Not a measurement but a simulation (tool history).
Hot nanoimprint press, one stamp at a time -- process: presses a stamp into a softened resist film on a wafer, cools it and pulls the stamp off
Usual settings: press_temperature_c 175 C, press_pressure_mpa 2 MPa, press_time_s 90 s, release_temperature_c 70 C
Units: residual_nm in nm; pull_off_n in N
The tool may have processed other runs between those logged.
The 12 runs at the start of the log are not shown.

run     day  press_temperature_c  press_pressure_mpa  press_time_s  release_temperature_c  residual_nm  pull_off_n
 13   8.471                  175                 2.9            90                     70        247.3         173
 14   9.496                  167                   2            90                     70        389.1         178
 15  10.554                  175                   2           172                     70        221.8         175
 16  11.471                  173                   2            90                     56        315.1         216
     12.212  -- plate thermocouple calibrated
 17  12.717                  176                   2            90                     70          282         173
 18  13.246                  175                2.09            90                     63        288.6         206
 19  14.162                  171                2.09            94                     65        328.6         192
 20  15.192                  171                2.09            98                     63        323.1         196
 21  16.062                  184                   2           162                     70        161.4         169
 22  16.979                  171                2.18           109                     56        303.7         215
 23  18.004                  175                   2           107                     58        274.6         215
 24  19.079                  175                   2           107                     58        274.4         217
 25  20.158                  175                1.22            71                     70        391.3         174
 26   20.85                  175                1.22            71                     70        392.3         176
 27  21.638                  163                1.52            71                     57          515         220
 28  22.342                  163                1.52            71                     57        513.4         219
 29  23.483                  175                 1.4            90                     74        344.3         156
 30  24.162                  175                 1.4            90                     74        341.1         165

4 ways to go on from here, each from the tool as it stands after run 30. What would each give?
  A  24.838                  186                2.11            90                     73            ?           ?
  B  24.838                  176                   2            90                     68            ?           ?
  C  24.838                  180                   3            90                     70            ?           ?
  D  24.838                  175                   2           146                     70            ?           ?

run  residual_nm  pull_off_n
  A        192.3         167
  B        284.6         185
  C        203.2         174
  D        241.8         170
Without the tool's hidden state the same runs would have given:
run  residual_nm  pull_off_n
  A        189.3         166
  B        280.3         185
  C          200         173
  D        238.1         169

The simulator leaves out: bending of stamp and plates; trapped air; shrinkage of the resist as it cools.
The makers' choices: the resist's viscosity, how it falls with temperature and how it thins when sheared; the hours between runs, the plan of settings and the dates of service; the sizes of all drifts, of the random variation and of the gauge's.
